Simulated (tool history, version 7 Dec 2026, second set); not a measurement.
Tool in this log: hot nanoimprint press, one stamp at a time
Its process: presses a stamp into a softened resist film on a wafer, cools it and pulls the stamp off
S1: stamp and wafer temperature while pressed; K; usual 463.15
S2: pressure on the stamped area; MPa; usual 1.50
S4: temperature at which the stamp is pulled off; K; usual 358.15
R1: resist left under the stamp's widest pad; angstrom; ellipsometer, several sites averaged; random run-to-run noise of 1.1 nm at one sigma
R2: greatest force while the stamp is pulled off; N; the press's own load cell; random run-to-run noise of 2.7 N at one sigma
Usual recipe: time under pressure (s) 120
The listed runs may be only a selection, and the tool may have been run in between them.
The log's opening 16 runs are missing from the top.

{"run": 17, "hour": 131.8, "S1": 472.15, "S2": 1.9, "time under pressure (s)": 173, "S4": 357.15, "R1": 1089, "R2": 141}
{"run": 18, "hour": 138.5, "S1": 463.15, "S2": 2.15, "time under pressure (s)": 120, "S4": 358.15, "R1": 1587, "R2": 140}
{"run": 19, "hour": 145.4, "S1": 462.15, "S2": 1.9, "time under pressure (s)": 120, "S4": 350.15, "R1": 1720, "R2": 163}
{"run": 20, "hour": 153.0, "S1": 451.15, "S2": 1.9, "time under pressure (s)": 158, "S4": 344.15, "R1": 2287, "R2": 164}
{"run": 21, "hour": 161.5, "S1": 463.15, "S2": 1.5, "time under pressure (s)": 140, "S4": 352.15, "R1": 1789, "R2": 153}
{"hour": 165.3, "done": "plate thermocouple calibrated"}
{"run": 22, "hour": 175.9, "S1": 463.15, "S2": 1.5, "time under pressure (s)": 140, "S4": 352.15, "R1": 1751, "R2": 148}
{"run": 23, "hour": 182.1, "S1": 459.15, "S2": 1.5, "time under pressure (s)": 66, "S4": 358.15, "R1": 2448, "R2": 135}
{"run": 24, "hour": 194.4, "S1": 457.15, "S2": 1.76, "time under pressure (s)": 71, "S4": 358.15, "R1": 2411, "R2": 134}
{"hour": 205.3, "done": "plate thermocouple calibrated, once more"}
{"run": 25, "hour": 205.3, "S1": 475.15, "S2": 1.74, "time under pressure (s)": 120, "S4": 358.15, "R1": 1244, "R2": 145}
{"run": 26, "hour": 212.6, "S1": 463.15, "S2": 1.5, "time under pressure (s)": 67, "S4": 358.15, "R1": 2325, "R2": 143}
{"run": 27, "hour": 219.0, "S1": 463.15, "S2": 1.5, "time under pressure (s)": 67, "S4": 358.15, "R1": 2315, "R2": 139}
{"run": 28, "hour": 230.3, "S1": 463.15, "S2": 1.5, "time under pressure (s)": 67, "S4": 358.15, "R1": 2342, "R2": 143}
{"run": 29, "hour": 235.8, "S1": 463.15, "S2": 1.5, "time under pressure (s)": 67, "S4": 358.15, "R1": 2313, "R2": 137}
{"run": 30, "hour": 241.3, "S1": 471.15, "S2": 2.23, "time under pressure (s)": 67, "S4": 358.15, "R1": 1525, "R2": 146}

Predict each of these 3 candidate next runs independently; none follows another, all start after run 30:
{"run": "A", "hour": 247.7, "S1": 463.15, "S2": 1.5, "time under pressure (s)": 130, "S4": 357.15, "R1": "?", "R2": "?"}
{"run": "B", "hour": 247.7, "S1": 454.15, "S2": 2.08, "time under pressure (s)": 118, "S4": 358.15, "R1": "?", "R2": "?"}
{"run": "C", "hour": 247.7, "S1": 461.15, "S2": 2.18, "time under pressure (s)": 69, "S4": 358.15, "R1": "?", "R2": "?"}

run=A R1=1903 R2=147
run=B R1=2276 R2=146
run=C R1=2098 R2=151
Without the tool's hidden state the same runs would have given:
run=A R1=1903 R2=127
run=B R1=2272 R2=125
run=C R1=2092 R2=130

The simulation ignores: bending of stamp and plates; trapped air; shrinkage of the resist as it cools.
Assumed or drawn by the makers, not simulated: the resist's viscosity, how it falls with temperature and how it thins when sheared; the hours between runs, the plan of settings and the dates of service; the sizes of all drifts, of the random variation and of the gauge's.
